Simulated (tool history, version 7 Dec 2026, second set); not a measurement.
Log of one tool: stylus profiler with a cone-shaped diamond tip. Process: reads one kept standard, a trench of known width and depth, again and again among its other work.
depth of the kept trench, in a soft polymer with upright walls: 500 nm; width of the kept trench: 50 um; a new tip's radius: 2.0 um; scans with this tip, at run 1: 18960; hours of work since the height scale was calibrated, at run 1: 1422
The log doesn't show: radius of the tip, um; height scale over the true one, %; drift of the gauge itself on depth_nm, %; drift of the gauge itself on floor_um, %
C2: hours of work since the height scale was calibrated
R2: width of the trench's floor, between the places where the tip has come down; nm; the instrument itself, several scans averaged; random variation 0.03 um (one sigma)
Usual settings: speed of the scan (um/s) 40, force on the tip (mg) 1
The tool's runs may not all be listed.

Run 1, hour 0: usual settings; scans with this tip 18960; C2 1422. Result: depth of the trench (nm) 501.78, R2 47230 nm.
Run 2, hour 54.1: usual settings; scans with this tip 19373; C2 1453. Result: depth of the trench (nm) 501.83, R2 47180 nm.
Run 3, hour 78.8: usual settings; scans with this tip 19561; C2 1467. Result: depth of the trench (nm) 501.79, R2 47160 nm.
Run 4, hour 136.5: usual settings but force on the tip (mg) 0.48; scans with this tip 20001; C2 1500. Result: depth of the trench (nm) 501.06, R2 47120 nm.
Run 5, hour 175.8: usual settings but force on the tip (mg) 2.16; scans with this tip 20301; C2 1523. Result: depth of the trench (nm) 503.06, R2 47230 nm.
Run 6, hour 212.3: usual settings but force on the tip (mg) 2.16; scans with this tip 20579; C2 1544. Result: depth of the trench (nm) 503.14, R2 47260 nm.
At hour 216.9: new tip fitted, height scale calibrated.
Run 7, hour 239.8: usual settings but force on the tip (mg) 2.16; scans with this tip 175; C2 13. Result: depth of the trench (nm) 502.97, R2 47280 nm.
Run 8, hour 278.7: usual settings but force on the tip (mg) 2.16; scans with this tip 472; C2 35. Result: depth of the trench (nm) 503.07, R2 47230 nm.
Run 9, hour 322.4: usual settings but force on the tip (mg) 2.17; scans with this tip 805; C2 60. Result: depth of the trench (nm) 503.1, R2 47300 nm.
Run 10, hour 381.9: usual settings but force on the tip (mg) 2.17; scans with this tip 1259; C2 94. Result: depth of the trench (nm) 503.18, R2 47230 nm.
Run 11, hour 415.9: usual settings but speed of the scan (um/s) 119; scans with this tip 1518; C2 114. Result: depth of the trench (nm) 501.98, R2 46960 nm.
Run 12, hour 469.6: usual settings but speed of the scan (um/s) 15; scans with this tip 1928; C2 145. Result: depth of the trench (nm) 501.76, R2 47300 nm.
Run 13, hour 524: usual settings but speed of the scan (um/s) 15; scans with this tip 2342; C2 176. Result: depth of the trench (nm) 501.91, R2 47270 nm.
Run 14, hour 556.5: usual settings but speed of the scan (um/s) 15; scans with this tip 2591; C2 194. Result: depth of the trench (nm) 501.82, R2 47290 nm.
Run 15, hour 606.8: usual settings but speed of the scan (um/s) 25, force on the tip (mg) 0.38; scans with this tip 2974; C2 223. Result: depth of the trench (nm) 500.9, R2 47300 nm.
Run 16, hour 645.6: usual settings but speed of the scan (um/s) 61; scans with this tip 3270; C2 245. Result: depth of the trench (nm) 501.75, R2 47130 nm.
Run 17, hour 688.4: usual settings but speed of the scan (um/s) 61; scans with this tip 3597; C2 270. Result: depth of the trench (nm) 501.92, R2 47110 nm.
Run 18, hour 718.7: usual settings but speed of the scan (um/s) 17, force on the tip (mg) 0.83; scans with this tip 3827; C2 287. Result: depth of the trench (nm) 501.65, R2 47290 nm.
Run 19, hour 759.9: usual settings but speed of the scan (um/s) 17, force on the tip (mg) 0.83; scans with this tip 4142; C2 311. Result: depth of the trench (nm) 501.64, R2 47310 nm.

5 ways to go on from here, each from the tool as it stands after run 19. What would each give?
Run A, hour 795.4: usual settings but speed of the scan (um/s) 17, force on the tip (mg) 0.65; scans with this tip 4412; C2 331. Result: depth of the trench (nm) ?, R2 ?.
Run B, hour 795.4: usual settings but speed of the scan (um/s) 20, force on the tip (mg) 0.67; scans with this tip 4412; C2 331. Result: depth of the trench (nm) ?, R2 ?.
Run C, hour 795.4: usual settings but speed of the scan (um/s) 31, force on the tip (mg) 0.42; scans with this tip 4412; C2 331. Result: depth of the trench (nm) ?, R2 ?.
Run D, hour 795.4: usual settings but speed of the scan (um/s) 140, force on the tip (mg) 2.62; scans with this tip 4412; C2 331. Result: depth of the trench (nm) ?, R2 ?.
Run E, hour 795.4: usual settings but speed of the scan (um/s) 24, force on the tip (mg) 0.83; scans with this tip 4412; C2 331. Result: depth of the trench (nm) ?, R2 ?.

run  depth of the trench (nm)     R2
  A                    501.37  47300
  B                    501.45  47280
  C                     501.2  47190
  D                    503.37  47010
  E                    501.66  47280
Without the tool's hidden state the same runs would have given:
run  depth of the trench (nm)     R2
  A                    501.36  47310
  B                    501.45  47290
  C                     501.2  47200
  D                    503.36  47020
  E                    501.65  47290

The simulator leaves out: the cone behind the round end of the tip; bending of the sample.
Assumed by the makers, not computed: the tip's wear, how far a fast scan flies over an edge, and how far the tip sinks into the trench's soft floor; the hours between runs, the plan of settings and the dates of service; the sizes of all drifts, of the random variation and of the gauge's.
